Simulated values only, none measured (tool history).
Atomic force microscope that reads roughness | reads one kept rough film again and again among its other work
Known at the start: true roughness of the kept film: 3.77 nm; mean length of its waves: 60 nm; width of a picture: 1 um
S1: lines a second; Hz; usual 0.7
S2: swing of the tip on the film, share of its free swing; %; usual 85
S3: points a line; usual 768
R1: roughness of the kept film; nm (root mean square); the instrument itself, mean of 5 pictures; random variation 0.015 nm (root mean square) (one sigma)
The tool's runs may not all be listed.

{"run": 1, "hour": 0.0, "S1": 0.7, "S2": 85, "S3": 768, "R1": 3.528}
{"run": 2, "hour": 35.1, "S1": 0.7, "S2": 75, "S3": 768, "R1": 3.39}
{"hour": 63.9, "done": "new tip fitted"}
{"run": 3, "hour": 76.6, "S1": 0.7, "S2": 85, "S3": 691, "R1": 3.461}
{"run": 4, "hour": 101.2, "S1": 1.907, "S2": 85, "S3": 768, "R1": 3.186}
{"hour": 129.9, "done": "new tip fitted"}
{"run": 5, "hour": 139.5, "S1": 0.7, "S2": 85, "S3": 768, "R1": 3.466}
{"run": 6, "hour": 187.4, "S1": 0.7, "S2": 85, "S3": 768, "R1": 3.288}
{"hour": 197.0, "done": "new tip fitted"}
{"run": 7, "hour": 228.4, "S1": 0.7, "S2": 85, "S3": 768, "R1": 3.384}
{"hour": 264.3, "done": "new tip fitted"}
{"run": 8, "hour": 271.3, "S1": 0.539, "S2": 84, "S3": 768, "R1": 3.506}
{"run": 9, "hour": 301.6, "S1": 2.087, "S2": 71, "S3": 602, "R1": 3.289}
{"hour": 328.6, "done": "new tip fitted"}
{"run": 10, "hour": 330.8, "S1": 1.339, "S2": 71, "S3": 269, "R1": 3.483}
{"run": 11, "hour": 376.0, "S1": 0.7, "S2": 89, "S3": 895, "R1": 3.278}
{"hour": 395.9, "done": "new tip fitted"}
{"run": 12, "hour": 417.5, "S1": 1.539, "S2": 66, "S3": 348, "R1": 3.441}
{"run": 13, "hour": 453.0, "S1": 1.843, "S2": 85, "S3": 371, "R1": 3.056}

Forecast each of these 5 alternatives for the next run:
{"hour": 460.9, "done": "new tip fitted"}
{"run": "A", "hour": 493.1, "S1": 1.195, "S2": 86, "S3": 476, "R1": "?"}
{"hour": 460.9, "done": "new tip fitted"}
{"run": "B", "hour": 493.1, "S1": 2.608, "S2": 63, "S3": 842, "R1": "?"}
{"hour": 460.9, "done": "new tip fitted"}
{"run": "C", "hour": 493.1, "S1": 0.7, "S2": 70, "S3": 768, "R1": "?"}
{"hour": 460.9, "done": "new tip fitted"}
{"run": "D", "hour": 493.1, "S1": 0.7, "S2": 59, "S3": 366, "R1": "?"}
{"hour": 460.9, "done": "new tip fitted"}
{"run": "E", "hour": 493.1, "S1": 1.64, "S2": 85, "S3": 813, "R1": "?"}

run=A R1=3.275
run=B R1=3.35
run=C R1=3.43
run=D R1=3.446
run=E R1=3.2
Without the tool's hidden state the same runs would have given:
run=A R1=3.446
run=B R1=3.526
run=C R1=3.609
run=D R1=3.626
run=E R1=3.367
